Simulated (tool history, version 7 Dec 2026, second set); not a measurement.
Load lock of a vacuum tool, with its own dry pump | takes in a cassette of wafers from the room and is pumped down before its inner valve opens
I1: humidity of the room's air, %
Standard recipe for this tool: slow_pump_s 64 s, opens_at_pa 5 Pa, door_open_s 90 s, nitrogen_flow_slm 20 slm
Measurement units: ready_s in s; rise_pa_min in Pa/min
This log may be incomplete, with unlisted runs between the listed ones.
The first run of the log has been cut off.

run 2 hour=428.6 | slow_pump_s=86 opens_at_pa=5 door_open_s=90 nitrogen_flow_slm=20 | I1=45.9 | ready_s=156.5 rise_pa_min=0.048
run 3 hour=749.5 | slow_pump_s=64 opens_at_pa=5 door_open_s=90 nitrogen_flow_slm=20 | I1=39.6 | ready_s=139 rise_pa_min=0.043
run 4 hour=1120.6 | slow_pump_s=64 opens_at_pa=5 door_open_s=90 nitrogen_flow_slm=5 | I1=44.6 | ready_s=140.2 rise_pa_min=0.065
run 5 hour=1488.6 | slow_pump_s=64 opens_at_pa=5 door_open_s=90 nitrogen_flow_slm=20 | I1=46.9 | ready_s=141.1 rise_pa_min=0.053
run 6 hour=1745.1 | slow_pump_s=64 opens_at_pa=5 door_open_s=90 nitrogen_flow_slm=27 | I1=47.3 | ready_s=141 rise_pa_min=0.051
run 7 hour=2180.3 | slow_pump_s=64 opens_at_pa=5 door_open_s=90 nitrogen_flow_slm=27 | I1=47.3 | ready_s=141.4 rise_pa_min=0.052
run 8 hour=2615.2 | slow_pump_s=64 opens_at_pa=5 door_open_s=90 nitrogen_flow_slm=27 | I1=44 | ready_s=142.6 rise_pa_min=0.044
run 9 hour=2833.9 | slow_pump_s=64 opens_at_pa=5 door_open_s=90 nitrogen_flow_slm=20 | I1=44.7 | ready_s=142.5 rise_pa_min=0.053
run 10 hour=3257.8 | slow_pump_s=64 opens_at_pa=5 door_open_s=90 nitrogen_flow_slm=20 | I1=43.7 | ready_s=144.3 rise_pa_min=0.054
run 11 hour=3504.5 | slow_pump_s=64 opens_at_pa=5 door_open_s=35 nitrogen_flow_slm=20 | I1=43.8 | ready_s=145.8 rise_pa_min=0.04
run 12 hour=3894.3 | slow_pump_s=64 opens_at_pa=5 door_open_s=35 nitrogen_flow_slm=20 | I1=45.1 | ready_s=145.3 rise_pa_min=0.036
run 13 hour=4236 | slow_pump_s=64 opens_at_pa=5 door_open_s=35 nitrogen_flow_slm=20 | I1=43.5 | ready_s=146.7 rise_pa_min=0.038
run 14 hour=4557.4 | slow_pump_s=64 opens_at_pa=5 door_open_s=35 nitrogen_flow_slm=20 | I1=44.8 | ready_s=147.2 rise_pa_min=0.036
run 15 hour=4816.8 | slow_pump_s=73 opens_at_pa=5 door_open_s=35 nitrogen_flow_slm=20 | I1=45.8 | ready_s=154.2 rise_pa_min=0.04
run 16 hour=5238.7 | slow_pump_s=73 opens_at_pa=5 door_open_s=35 nitrogen_flow_slm=20 | I1=44.9 | ready_s=155.8 rise_pa_min=0.038
run 17 hour=5531.1 | slow_pump_s=64 opens_at_pa=5 door_open_s=90 nitrogen_flow_slm=20 | I1=45 | ready_s=147.9 rise_pa_min=0.055
run 18 hour=5841.5 | slow_pump_s=64 opens_at_pa=5 door_open_s=81 nitrogen_flow_slm=20 | I1=41.1 | ready_s=149.2 rise_pa_min=0.049
run 19 hour=6248.7 | slow_pump_s=64 opens_at_pa=5 door_open_s=81 nitrogen_flow_slm=20 | I1=40.6 | ready_s=150.7 rise_pa_min=0.056
run 20 hour=6704.6 | slow_pump_s=61 opens_at_pa=5 door_open_s=32 nitrogen_flow_slm=9 | I1=47.2 | ready_s=150 rise_pa_min=0.049
run 21 hour=7177.2 | slow_pump_s=48 opens_at_pa=6 door_open_s=88 nitrogen_flow_slm=6 | I1=45.9 | ready_s=138.1 rise_pa_min=0.077
run 22 hour=7493.2 | slow_pump_s=78 opens_at_pa=10 door_open_s=90 nitrogen_flow_slm=23 | I1=49.2 | ready_s=155.4 rise_pa_min=0.066
run 23 hour=7786.5 | slow_pump_s=78 opens_at_pa=9 door_open_s=143 nitrogen_flow_slm=40 | I1=45.7 | ready_s=157.3 rise_pa_min=0.053
run 24 hour=8001.2 | slow_pump_s=78 opens_at_pa=9 door_open_s=143 nitrogen_flow_slm=40 | I1=46.5 | ready_s=159.5 rise_pa_min=0.058
run 25 hour=8267.1 | slow_pump_s=33 opens_at_pa=5 door_open_s=136 nitrogen_flow_slm=5 | I1=44.7 | ready_s=132.3 rise_pa_min=0.096
run 26 hour=8708.3 | slow_pump_s=66 opens_at_pa=5 door_open_s=30 nitrogen_flow_slm=16 | I1=46 | ready_s=159 rise_pa_min=0.047

Run 27, settings as shown, results not yet in. Your forecast:
run 27 hour=9219.3 | slow_pump_s=67 opens_at_pa=5 door_open_s=89 nitrogen_flow_slm=40 | I1=47.9 | ready_s=? rise_pa_min=?

{"run 27": {"ready_s": 161, "rise_pa_min": 0.059}}
Minus the tool's unlogged condition, the same run would have read ready_s 140.6 s, rise_pa_min 0.043 Pa/min.

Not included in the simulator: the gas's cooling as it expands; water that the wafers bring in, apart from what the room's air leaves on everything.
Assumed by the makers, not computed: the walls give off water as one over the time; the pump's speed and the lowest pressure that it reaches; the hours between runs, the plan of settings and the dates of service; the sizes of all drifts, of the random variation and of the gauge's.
